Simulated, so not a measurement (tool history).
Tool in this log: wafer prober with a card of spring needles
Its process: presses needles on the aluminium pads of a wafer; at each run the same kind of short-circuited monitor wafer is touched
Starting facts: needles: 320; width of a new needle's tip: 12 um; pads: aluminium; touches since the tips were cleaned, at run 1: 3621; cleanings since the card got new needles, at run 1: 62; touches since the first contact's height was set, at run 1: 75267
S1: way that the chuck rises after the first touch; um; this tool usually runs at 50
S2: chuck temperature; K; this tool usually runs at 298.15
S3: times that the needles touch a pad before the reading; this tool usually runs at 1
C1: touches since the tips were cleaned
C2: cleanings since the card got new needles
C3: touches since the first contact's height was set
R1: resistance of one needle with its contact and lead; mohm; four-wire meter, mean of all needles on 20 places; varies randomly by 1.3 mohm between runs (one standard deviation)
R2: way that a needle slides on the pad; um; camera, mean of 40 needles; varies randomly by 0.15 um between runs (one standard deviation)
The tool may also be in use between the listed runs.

| run | hour | S1 | S2 | S3 | C1 | C2 | C3 | R1 | R2 |
|---|---|---|---|---|---|---|---|---|---|
| 1 | 0.0 | 50 | 298.15 | 1 | 3621 | 62 | 75267 | 107 | 13.54 |
|  | 3.3 | tips cleaned on abrasive film |
| 2 | 12.4 | 50 | 298.15 | 1 | 3000 | 63 | 79332 | 104 | 13.23 |
|  | 17.1 | tips cleaned on abrasive film |
|  | 31.0 | tips cleaned on abrasive film |
| 3 | 31.0 | 50 | 298.15 | 1 | 0 | 65 | 85441 | 105 | 13.49 |
|  | 45.6 | tips cleaned on abrasive film |
| 4 | 54.5 | 50 | 298.15 | 1 | 2943 | 66 | 93180 | 107 | 13.70 |
|  | 59.3 | tips cleaned on abrasive film |
|  | 73.2 | tips cleaned on abrasive film |
| 5 | 74.3 | 50 | 298.15 | 1 | 389 | 68 | 99704 | 105 | 13.60 |
| 6 | 85.3 | 50 | 298.15 | 1 | 4010 | 68 | 103325 | 105 | 13.70 |
|  | 87.4 | tips cleaned on abrasive film |
|  | 100.6 | tips cleaned on abrasive film |
| 7 | 103.2 | 50 | 298.15 | 1 | 842 | 70 | 109191 | 105 | 13.42 |
| 8 | 113.4 | 50 | 298.15 | 1 | 4229 | 70 | 112578 | 108 | 13.47 |
|  | 115.5 | tips cleaned on abrasive film |
|  | 129.2 | tips cleaned on abrasive film |
| 9 | 136.8 | 50 | 298.15 | 1 | 2521 | 72 | 120281 | 105 | 13.42 |
|  | 142.4 | tips cleaned on abrasive film |
|  | 156.5 | tips cleaned on abrasive film |
| 10 | 156.7 | 50 | 298.15 | 1 | 54 | 74 | 126786 | 105 | 13.43 |
| 11 | 168.7 | 50 | 298.15 | 1 | 4040 | 74 | 130772 | 105 | 13.33 |
|  | 170.0 | tips cleaned on abrasive film |
|  | 183.2 | tips cleaned on abrasive film |
| 12 | 188.7 | 50 | 298.15 | 1 | 1809 | 76 | 137319 | 107 | 13.52 |
|  | 196.3 | tips cleaned on abrasive film |
| 13 | 198.9 | 50 | 298.15 | 1 | 858 | 77 | 140668 | 107 | 13.71 |
|  | 210.2 | tips cleaned on abrasive film |
| 14 | 216.8 | 61 | 298.15 | 1 | 2192 | 78 | 146566 | 103 | 16.72 |
|  | 223.6 | tips cleaned on abrasive film |
| 15 | 230.1 | 61 | 298.15 | 1 | 2154 | 79 | 150942 | 102 | 16.69 |
|  | 238.2 | tips cleaned on abrasive film |
|  | 252.7 | tips cleaned on abrasive film |
| 16 | 254.5 | 61 | 298.15 | 1 | 617 | 81 | 158980 | 103 | 16.60 |
|  | 266.5 | tips cleaned on abrasive film |
| 17 | 275.6 | 61 | 298.15 | 1 | 3001 | 82 | 165928 | 101 | 16.95 |
|  | 281.1 | tips cleaned on abrasive film |
| 18 | 293.3 | 42 | 309.15 | 1 | 4050 | 83 | 171753 | 110 | 11.44 |
|  | 295.4 | tips cleaned on abrasive film |
|  | 309.5 | tips cleaned on abrasive film |
| 19 | 316.2 | 40 | 298.15 | 1 | 2230 | 85 | 179278 | 106 | 10.70 |
|  | 322.8 | tips cleaned on abrasive film |
| 20 | 328.3 | 45 | 370.15 | 2 | 1830 | 86 | 183264 | 116 | 12.04 |
|  | 336.6 | tips cleaned on abrasive film |
| 21 | 340.3 | 45 | 370.15 | 2 | 1232 | 87 | 187217 | 117 | 12.26 |
|  | 350.0 | tips cleaned on abrasive film |
| 22 | 353.5 | 45 | 370.15 | 2 | 1142 | 88 | 191526 | 115 | 12.30 |
|  | 363.3 | tips cleaned on abrasive film |
| 23 | 368.5 | 55 | 345.15 | 1 | 1713 | 89 | 196467 | 108 | 14.94 |
|  | 377.2 | tips cleaned on abrasive film |
| 24 | 381.5 | 50 | 298.15 | 2 | 1442 | 90 | 200758 | 105 | 13.64 |
|  | 391.7 | tips cleaned on abrasive film |
| 25 | 403.3 | 50 | 298.15 | 2 | 3851 | 91 | 207953 | 103 | 13.63 |
|  | 405.3 | tips cleaned on abrasive film |
|  | 418.9 | tips cleaned on abrasive film |
| 26 | 421.1 | 50 | 298.15 | 2 | 732 | 93 | 213776 | 104 | 13.51 |
|  | 431.9 | tips cleaned on abrasive film |
| 27 | 433.0 | 38 | 324.15 | 2 | 356 | 94 | 217681 | 111 | 10.17 |
|  | 445.2 | tips cleaned on abrasive film |
| 28 | 450.4 | 56 | 310.15 | 2 | 1733 | 95 | 223418 | 106 | 15.04 |
|  | 458.3 | tips cleaned on abrasive film |
| 29 | 468.2 | 41 | 298.15 | 1 | 3273 | 96 | 229292 | 106 | 11.13 |
|  | 471.5 | tips cleaned on abrasive film |
| 30 | 483.3 | 56 | 365.15 | 1 | 3915 | 97 | 234257 | 112 | 15.14 |

Each row is a separate what-if for the run after 30, all from the same tool condition, not one after another. Results?
|  | 484.7 | tips cleaned on abrasive film |
|  | 487.7 | height of the first contact set anew |
|  | 498.2 | tips cleaned on abrasive film |
| A | 506.2 | 41 | 365.15 | 1 | 2669 | 99 | 6113 | ? | ? |
|  | 484.7 | tips cleaned on abrasive film |
|  | 487.7 | height of the first contact set anew |
|  | 498.2 | tips cleaned on abrasive film |
| B | 506.2 | 50 | 320.15 | 1 | 2669 | 99 | 6113 | ? | ? |
|  | 484.7 | tips cleaned on abrasive film |
|  | 487.7 | height of the first contact set anew |
|  | 498.2 | tips cleaned on abrasive film |
| C | 506.2 | 39 | 300.15 | 2 | 2669 | 99 | 6113 | ? | ? |
|  | 484.7 | tips cleaned on abrasive film |
|  | 487.7 | height of the first contact set anew |
|  | 498.2 | tips cleaned on abrasive film |
| D | 506.2 | 56 | 365.15 | 3 | 2669 | 99 | 6113 | ? | ? |

| run | R1 | R2 |
|---|---|---|
| A | 115 | 11.08 |
| B | 106 | 13.77 |
| C | 106 | 10.45 |
| D | 112 | 15.08 |
With no hidden state in the tool, these same runs would have given:
| run | R1 | R2 |
|---|---|---|
| A | 115 | 11.08 |
| B | 106 | 13.77 |
| C | 106 | 10.45 |
| D | 112 | 15.08 |
